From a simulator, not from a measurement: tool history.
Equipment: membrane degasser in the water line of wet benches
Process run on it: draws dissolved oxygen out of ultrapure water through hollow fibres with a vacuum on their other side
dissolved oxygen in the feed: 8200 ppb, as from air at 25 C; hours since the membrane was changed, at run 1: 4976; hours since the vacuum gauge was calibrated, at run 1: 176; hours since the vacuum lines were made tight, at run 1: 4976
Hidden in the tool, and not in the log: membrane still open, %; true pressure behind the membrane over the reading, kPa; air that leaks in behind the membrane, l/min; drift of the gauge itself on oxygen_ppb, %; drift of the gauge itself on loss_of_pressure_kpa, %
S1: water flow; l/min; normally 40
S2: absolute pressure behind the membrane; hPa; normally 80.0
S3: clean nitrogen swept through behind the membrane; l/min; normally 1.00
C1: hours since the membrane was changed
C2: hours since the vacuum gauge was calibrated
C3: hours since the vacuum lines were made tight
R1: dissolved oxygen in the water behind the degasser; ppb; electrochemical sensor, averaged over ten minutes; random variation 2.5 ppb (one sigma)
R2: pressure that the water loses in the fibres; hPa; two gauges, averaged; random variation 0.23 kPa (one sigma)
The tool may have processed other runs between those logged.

run,hour,S1,S2,S3,C1,C2,C3,R1,R2
1,0.0,40,80.0,1.00,4976,176,4976,389.0,600.4
2,111.8,40,80.0,1.00,5088,288,5088,386.0,607.7
3,243.7,40,80.0,1.00,5220,420,5220,387.7,605.3
4,341.0,40,80.0,1.00,5317,517,5317,386.6,606.7
5,443.9,40,80.0,1.00,5420,620,5420,386.3,608.1
6,548.0,40,80.0,1.00,5524,724,5524,384.1,613.5
7,662.0,40,80.0,1.00,5638,838,5638,389.2,606.7
8,751.1,40,80.0,1.00,5727,927,5727,389.5,610.2
9,844.5,40,80.0,2.42,5820,1020,5820,197.4,609.5
10,913.3,40,80.0,1.14,5889,1089,5889,349.3,608.3
11,972.4,40,80.0,1.14,5948,1148,5948,350.1,611.8
12,1077.2,40,80.0,1.19,6053,1253,6053,342.2,608.2
13,1206.5,40,80.0,1.19,6182,1382,6182,342.2,609.1
14,1268.6,40,80.0,1.19,6244,1445,6244,341.1,612.2
15,1375.5,40,80.0,1.19,6351,1551,6351,342.6,611.0
16,1508.5,40,80.0,1.19,6484,1684,6484,342.1,609.9
17,1612.2,24,80.0,1.47,6588,1788,6588,178.2,372.5
18,1674.8,24,80.0,1.79,6651,1851,6651,149.4,368.4
19,1792.0,34,80.0,1.22,6768,1968,6768,287.1,520.4
20,1879.7,34,80.0,1.22,6856,2056,6856,290.3,521.7
21,1943.2,34,80.0,1.22,6919,2119,6919,287.7,522.5
22,2066.4,34,80.0,1.22,7042,2242,7042,286.8,519.3
23,2190.1,34,80.0,2.84,7166,2366,7166,143.5,524.2
24,2290.4,40,63.9,0.50,7266,2466,7266,431.6,614.7
25,2397.4,40,63.9,0.50,7373,2573,7373,430.5,618.2
26,2524.5,25,64.7,0.45,7500,2700,7500,336.7,387.7
27,2648.9,46,61.2,1.48,7625,2825,7625,231.6,706.9
28,2744.5,43,53.9,1.00,7720,2920,7720,215.6,664.8
29,2805.8,49,82.0,0.94,7782,2982,7782,527.6,755.9
30,2907.3,49,82.0,0.94,7883,3083,7883,522.5,761.8
31,2971.6,27,61.1,0.72,7947,3148,7947,226.1,415.3
32,3103.1,40,187.8,0.93,8079,3279,8079,1182.2,617.7

Measured less the same run without the tool's hidden state. The same run-to-run variation is in both; the gauge's scatter may not be:
run,R1,R2
1,+1.8,+16.8
2,+2.2,+17.3
3,+2.6,+17.7
4,+2.8,+18.0
5,+3.0,+18.5
6,+3.3,+18.9
7,+3.7,+19.3
8,+3.9,+19.7
9,+4.6,+20.0
10,+4.5,+20.2
11,+4.7,+20.5
12,+5.0,+20.8
13,+5.3,+21.2
14,+5.4,+21.5
15,+5.7,+21.8
16,+6.1,+22.3
17,+3.1,+13.8
18,+2.9,+13.8
19,+4.9,+19.9
20,+5.1,+20.2
21,+5.2,+20.5
22,+5.4,+20.7
23,+4.4,+21.3
24,+7.6,+25.3
25,+8.0,+25.8
26,+4.6,+16.4
27,+12.5,+30.7
28,+11.3,+29.2
29,+15.0,+33.4
30,+15.3,+34.2
31,+6.1,+18.7
32,+10.1,+28.4

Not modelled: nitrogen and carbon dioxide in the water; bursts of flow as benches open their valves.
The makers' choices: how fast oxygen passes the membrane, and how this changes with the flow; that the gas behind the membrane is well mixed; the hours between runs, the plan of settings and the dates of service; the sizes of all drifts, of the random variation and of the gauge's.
